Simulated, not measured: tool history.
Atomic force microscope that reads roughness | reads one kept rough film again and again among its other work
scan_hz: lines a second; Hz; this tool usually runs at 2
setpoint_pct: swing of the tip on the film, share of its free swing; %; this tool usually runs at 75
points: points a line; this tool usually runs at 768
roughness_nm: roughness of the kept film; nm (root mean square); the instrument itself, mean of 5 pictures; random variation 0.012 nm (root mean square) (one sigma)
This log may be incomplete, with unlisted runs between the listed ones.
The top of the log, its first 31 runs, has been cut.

run     day  scan_hz  setpoint_pct  points  pictures with this tip  hours of work since the height scale was calibrated  roughness_nm
 32  13.517        2            69     601                     253                                                  247         2.851
 33  14.017     0.86            79     762                     274                                                  255         2.913
     14.233  -- new tip fitted
 34  14.379     0.86            85     454                       6                                                  261         2.833
 35  14.692     0.86            85     454                      19                                                  266         2.853
 36  15.283     0.86            85     454                      44                                                  275         2.846
 37  15.708     0.86            85     454                      62                                                  282         2.846
 38  16.196     2.44            85     900                      82                                                  290         2.527
 39  16.704     0.83            62     558                     103                                                  298         2.984
 40  17.133     1.08            62     317                     121                                                  305         2.962
 41  17.396     0.63            72     276                     132                                                  310         2.954
 42  17.921     1.01            65     768                     154                                                  318         2.946
 43  18.475     1.92            69     703                     178                                                  327          2.84
 44  18.775     2.51            82     454                     190                                                  332         2.576
 45  19.067     0.65            67     327                     202                                                  337         2.963

What if the next run were any one of these 5? Each begins from the tool's condition after run 45:
  A  19.483     0.65            58     385                     220                                                  344             ?
  B  19.483     0.83            64     305                     220                                                  344             ?
  C  19.483     3.13            58     300                     220                                                  344             ?
  D  19.483        2            57     768                     220                                                  344             ?
  E  19.483     1.34            65     336                     220                                                  344             ?

run  roughness_nm
  A         3.011
  B         2.962
  C         2.848
  D         2.968
  E         2.935
Without the tool's hidden state the same runs would have given:
run  roughness_nm
  A         3.021
  B         2.971
  C         2.857
  D         2.977
  E         2.944
